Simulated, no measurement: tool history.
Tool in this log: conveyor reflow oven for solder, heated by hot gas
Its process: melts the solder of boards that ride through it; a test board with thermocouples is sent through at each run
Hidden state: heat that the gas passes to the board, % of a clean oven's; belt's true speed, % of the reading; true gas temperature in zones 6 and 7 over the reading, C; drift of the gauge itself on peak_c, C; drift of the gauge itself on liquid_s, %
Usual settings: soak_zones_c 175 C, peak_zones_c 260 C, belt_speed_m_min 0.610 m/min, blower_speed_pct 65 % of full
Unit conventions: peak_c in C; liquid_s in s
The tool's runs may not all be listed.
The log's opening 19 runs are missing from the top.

| run | hour | soak_zones_c | peak_zones_c | belt_speed_m_min | blower_speed_pct | hours of work since the flux was cleaned out | hours of work since the belt drive was overhauled | hours of work since the thermocouples were changed | peak_c | liquid_s |
|---|---|---|---|---|---|---|---|---|---|---|
|  | 645.8 | flux residue cleaned out of gas plates and filters |
| 20 | 660.6 | 189 | 259 | 0.610 | 65 | 7 | 309 | 1109 | 245.2 | 52.0 |
| 21 | 705.4 | 167 | 260 | 0.666 | 65 | 27 | 330 | 1129 | 238.6 | 34.2 |
| 22 | 743.1 | 175 | 263 | 0.559 | 65 | 44 | 347 | 1146 | 248.0 | 53.3 |
| 23 | 765.0 | 179 | 267 | 0.610 | 51 | 54 | 357 | 1156 | 243.7 | 44.7 |
| 24 | 789.6 | 189 | 264 | 0.610 | 77 | 66 | 368 | 1167 | 253.3 | 57.5 |
| 25 | 809.0 | 176 | 266 | 0.610 | 65 | 74 | 377 | 1176 | 248.6 | 48.3 |
| 26 | 832.0 | 175 | 256 | 0.687 | 67 | 85 | 387 | 1187 | 236.3 | 33.0 |
| 27 | 863.8 | 175 | 256 | 0.652 | 54 | 99 | 402 | 1201 | 232.9 | 29.5 |
| 28 | 898.8 | 175 | 256 | 0.652 | 54 | 115 | 418 | 1217 | 233.1 | 30.4 |
| 29 | 943.3 | 175 | 256 | 0.652 | 54 | 136 | 438 | 1238 | 233.0 | 30.6 |
|  | 952.2 | thermocouples of zones 6 and 7 changed |
| 30 | 974.6 | 175 | 269 | 0.713 | 65 | 149 | 451 | 10 | 244.9 | 38.2 |

Branching from run 30: 4 alternative next runs. What would each branch give?
| A | 997.6 | 175 | 269 | 0.713 | 84 | 159 | 462 | 21 | ? | ? |
| B | 997.6 | 175 | 263 | 0.708 | 59 | 159 | 462 | 21 | ? | ? |
| C | 997.6 | 175 | 269 | 0.515 | 64 | 159 | 462 | 21 | ? | ? |
| D | 997.6 | 175 | 253 | 0.713 | 65 | 159 | 462 | 21 | ? | ? |

| run | peak_c | liquid_s |
|---|---|---|
| A | 251.1 | 43.6 |
| B | 238.9 | 32.4 |
| C | 256.0 | 64.4 |
| D | 232.0 | 25.9 |
Without the tool's hidden state the same runs would have given:
| run | peak_c | liquid_s |
|---|---|---|
| A | 251.2 | 43.7 |
| B | 239.0 | 32.5 |
| C | 256.1 | 64.5 |
| D | 232.1 | 26.0 |
